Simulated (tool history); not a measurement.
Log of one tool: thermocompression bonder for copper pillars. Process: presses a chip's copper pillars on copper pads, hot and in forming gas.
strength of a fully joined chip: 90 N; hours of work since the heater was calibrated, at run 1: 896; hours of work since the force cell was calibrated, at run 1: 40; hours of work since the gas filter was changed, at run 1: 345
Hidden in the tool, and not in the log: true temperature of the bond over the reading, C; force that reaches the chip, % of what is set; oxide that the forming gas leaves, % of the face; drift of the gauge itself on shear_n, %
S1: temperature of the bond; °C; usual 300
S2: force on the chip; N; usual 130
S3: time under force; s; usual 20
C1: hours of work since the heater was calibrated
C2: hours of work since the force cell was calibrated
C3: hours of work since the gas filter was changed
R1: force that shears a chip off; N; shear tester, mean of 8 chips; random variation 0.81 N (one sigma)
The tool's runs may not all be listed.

run	hour	S1	S2	S3	C1	C2	C3	R1
1	0	300	130	20	896	40	345	53.5
2	13.4	300	130	20	904	48	352	52.6
3	23.4	300	130	20	910	53	358	52.7
# hour 33.1: forming gas filter changed
4	38.7	300	130	18	919	62	3	57
5	52.9	300	130	18	927	70	12	56.4
6	63.7	300	130	18	933	77	18	56.8
# hour 71.2: heater calibrated with a thermocouple chip
7	78.1	300	130	18	4	84	25	60.5
8	87.2	300	130	18	9	89	31	62.5
9	100.7	300	88	18	17	97	38	46.3
10	114.8	300	97	20	26	105	47	51.3
11	131.8	300	97	54	35	115	57	66.4
12	143.6	300	121	20	42	122	64	58.7
13	156	300	121	20	50	130	71	58.7
14	172.6	300	121	20	59	139	81	58.5
15	180.9	300	146	20	64	144	85	64
16	190.6	300	80	20	70	150	91	43.3
17	201.2	300	80	20	76	156	97	42.4
18	217.2	300	80	20	86	166	107	42.9
19	235.3	277	106	18	96	176	117	40.2
20	246	280	152	58	102	182	124	70.9
21	263.1	280	193	12	112	192	134	58.1
22	278	274	193	12	121	201	142	55.5
23	289.9	274	193	12	128	208	149	53.8
24	297.7	274	104	12	133	213	154	31.8
25	309	322	97	34	139	219	161	65.9
26	319.3	300	130	21	145	225	167	60.8
27	330.1	307	160	21	152	232	173	72
28	341.5	276	160	39	158	238	180	66.4
29	357.8	273	155	49	168	248	189	65.5
30	372.5	319	127	20	177	257	198	67.2
31	384	300	181	21	183	263	204	71.6
32	394.9	300	181	13	190	270	211	64
33	410.3	300	181	13	199	279	220	64.4

5 ways to go on from here, each from the tool as it stands after run 33. What would each give?
A	418	300	99	13	203	283	224	?
B	418	300	83	13	203	283	224	?
C	418	315	184	13	203	283	224	?
D	418	314	130	20	203	283	224	?
E	418	300	181	34	203	283	224	?

run	R1
A	42.6
B	35.8
C	69.7
D	64.7
E	73.8
Without the tool's hidden state the same runs would have given:
run	R1
A	46.1
B	38.8
C	75.1
D	69.7
E	79.6
